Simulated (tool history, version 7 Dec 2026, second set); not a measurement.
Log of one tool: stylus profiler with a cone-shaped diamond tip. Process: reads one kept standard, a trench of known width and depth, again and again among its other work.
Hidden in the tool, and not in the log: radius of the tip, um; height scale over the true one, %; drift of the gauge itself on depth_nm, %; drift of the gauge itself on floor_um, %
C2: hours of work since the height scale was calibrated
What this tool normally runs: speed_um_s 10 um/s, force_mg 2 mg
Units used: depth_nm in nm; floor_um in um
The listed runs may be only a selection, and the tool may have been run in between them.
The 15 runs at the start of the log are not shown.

Run 16, day 11.875: usual settings but force_mg 3.92 mg; scans with this tip 1453; C2 109. Result: depth_nm 203.21 nm, floor_um 97.95 um.
Run 17, day 12.892: usual settings but force_mg 3.92 mg; scans with this tip 1593; C2 120. Result: depth_nm 203.22 nm, floor_um 97.98 um.
Run 18, day 13.733: usual settings but force_mg 3.92 mg; scans with this tip 1709; C2 129. Result: depth_nm 203.19 nm, floor_um 98 um.
Run 19, day 14.767: usual settings but force_mg 3.92 mg; scans with this tip 1850; C2 139. Result: depth_nm 203.19 nm, floor_um 97.97 um.
Run 20, day 15.717: usual settings but force_mg 3.92 mg; scans with this tip 1981; C2 149. Result: depth_nm 203.23 nm, floor_um 97.87 um.
Run 21, day 16.217: usual settings but speed_um_s 27 um/s, force_mg 1.09 mg; scans with this tip 2049; C2 154. Result: depth_nm 201.29 nm, floor_um 97.88 um.
Run 22, day 17.246: usual settings but speed_um_s 35 um/s, force_mg 3.33 mg; scans with this tip 2191; C2 165. Result: depth_nm 202.86 nm, floor_um 97.93 um.
Run 23, day 17.971: usual settings but speed_um_s 35 um/s, force_mg 1.16 mg; scans with this tip 2291; C2 172. Result: depth_nm 201.29 nm, floor_um 97.83 um.
Run 24, day 18.704: usual settings but speed_um_s 3 um/s; scans with this tip 2392; C2 180. Result: depth_nm 201.98 nm, floor_um 97.89 um.
Run 25, day 19.542: usual settings but speed_um_s 3 um/s; scans with this tip 2506; C2 189. Result: depth_nm 201.96 nm, floor_um 97.85 um.
Run 26, day 20.442: usual settings but speed_um_s 12 um/s; scans with this tip 2630; C2 198. Result: depth_nm 201.92 nm, floor_um 97.79 um.
Run 27, day 21.271: usual settings but speed_um_s 12 um/s; scans with this tip 2744; C2 207. Result: depth_nm 201.96 nm, floor_um 97.79 um.
Run 28, day 22.142: usual settings but speed_um_s 26 um/s, force_mg 5.3 mg; scans with this tip 2863; C2 216. Result: depth_nm 203.88 nm, floor_um 97.84 um.
Run 29, day 22.746: usual settings but speed_um_s 26 um/s, force_mg 5.3 mg; scans with this tip 2946; C2 222. Result: depth_nm 203.82 nm, floor_um 97.74 um.
Run 30, day 23.833: usual settings but speed_um_s 26 um/s, force_mg 5.3 mg; scans with this tip 3096; C2 233. Result: depth_nm 203.94 nm, floor_um 97.78 um.
Run 31, day 24.417: usual settings but speed_um_s 27 um/s, force_mg 5.67 mg; scans with this tip 3176; C2 239. Result: depth_nm 204.04 nm, floor_um 97.77 um.
Run 32, day 25.517: usual settings but speed_um_s 6 um/s; scans with this tip 3327; C2 251. Result: depth_nm 201.84 nm, floor_um 97.72 um.
Run 33, day 26.471: usual settings but speed_um_s 3 um/s, force_mg 1.07 mg; scans with this tip 3458; C2 260. Result: depth_nm 201.17 nm, floor_um 97.75 um.
Run 34, day 27.579: usual settings but speed_um_s 3 um/s, force_mg 3.56 mg; scans with this tip 3610; C2 272. Result: depth_nm 202.89 nm, floor_um 97.73 um.
Run 35, day 28.358: usual settings but speed_um_s 3 um/s, force_mg 3.56 mg; scans with this tip 3718; C2 280. Result: depth_nm 202.9 nm, floor_um 97.72 um.
Run 36, day 29.017: usual settings but speed_um_s 3 um/s, force_mg 3.56 mg; scans with this tip 3808; C2 287. Result: depth_nm 202.91 nm, floor_um 97.75 um.
Run 37, day 29.671: usual settings but speed_um_s 31 um/s, force_mg 3.48 mg; scans with this tip 3898; C2 294. Result: depth_nm 202.83 nm, floor_um 97.64 um.
Run 38, day 30.138: usual settings but speed_um_s 13 um/s, force_mg 3.76 mg; scans with this tip 3962; C2 298. Result: depth_nm 202.98 nm, floor_um 97.69 um.
Run 39, day 31.117: usual settings but force_mg 2.29 mg; scans with this tip 4097; C2 309. Result: depth_nm 202.04 nm, floor_um 97.68 um.
Run 40, day 31.638: usual settings but speed_um_s 7 um/s, force_mg 2.08 mg; scans with this tip 4168; C2 314. Result: depth_nm 201.88 nm, floor_um 97.64 um.

3 options for the next run, each taken on its own from the tool as it stands now. Forecast them:
Run A, day 32.325: usual settings but speed_um_s 6 um/s, force_mg 2.08 mg; scans with this tip 4262; C2 321. Result: depth_nm ?, floor_um ?.
Run B, day 32.325: usual settings but speed_um_s 21 um/s, force_mg 1.98 mg; scans with this tip 4262; C2 321. Result: depth_nm ?, floor_um ?.
Run C, day 32.325: usual settings but force_mg 4.77 mg; scans with this tip 4262; C2 321. Result: depth_nm ?, floor_um ?.

run  depth_nm  floor_um
  A    201.89      97.6
  B    201.83     97.59
  C    203.59     97.63
With no hidden state in the tool, these same runs would have given:
run  depth_nm  floor_um
  A    202.17     98.21
  B     202.1      98.2
  C    203.87     98.23
